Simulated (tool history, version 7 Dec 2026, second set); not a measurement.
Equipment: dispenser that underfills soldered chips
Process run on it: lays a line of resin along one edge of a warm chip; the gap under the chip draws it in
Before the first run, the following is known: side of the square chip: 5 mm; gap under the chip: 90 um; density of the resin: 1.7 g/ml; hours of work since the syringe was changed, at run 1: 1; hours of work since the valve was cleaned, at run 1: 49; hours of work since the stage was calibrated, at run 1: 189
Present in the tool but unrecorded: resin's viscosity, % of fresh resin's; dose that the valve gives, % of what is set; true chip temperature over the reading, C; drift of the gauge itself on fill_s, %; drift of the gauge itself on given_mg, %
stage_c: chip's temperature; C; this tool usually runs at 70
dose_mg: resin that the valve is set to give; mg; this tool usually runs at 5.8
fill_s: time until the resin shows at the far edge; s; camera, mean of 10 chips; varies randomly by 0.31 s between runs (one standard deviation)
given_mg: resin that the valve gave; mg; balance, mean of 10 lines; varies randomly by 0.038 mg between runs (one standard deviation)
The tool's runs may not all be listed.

run	hour	stage_c	dose_mg	hours of work since the syringe was changed	hours of work since the valve was cleaned	hours of work since the stage was calibrated	fill_s	given_mg
1	0	70	5.8	1	49	189	6.2	5.66
2	6	70	5.8	5	53	193	7.6	5.63
3	11.6	70	6.56	9	56	196	8.9	6.38
# hour 14: new syringe of resin
4	19.1	70	5.8	3	61	201	6.6	5.51
5	23.9	70	5.8	7	64	204	8.2	5.6
# hour 29.1: new syringe of resin
6	30.5	70	5.8	1	69	209	5.7	5.6
7	38	70	5.8	6	74	214	8	5.53
# hour 44.2: new syringe of resin
# hour 45.8: dispensing valve cleaned and set on the balance
8	45.8	70	5.53	0	0	218	5.6	5.54
9	51.1	55	6.07	4	4	222	13.7	6.02

Run 10, settings as shown, results not yet in. Your forecast:
10	55.4	55	6.07	7	6	224	?	?

{"run 10": {"fill_s": 15.9, "given_mg": 6.04}}
With no hidden state in the tool, this same run would have given fill_s 10.9 s, given_mg 6.08 mg.
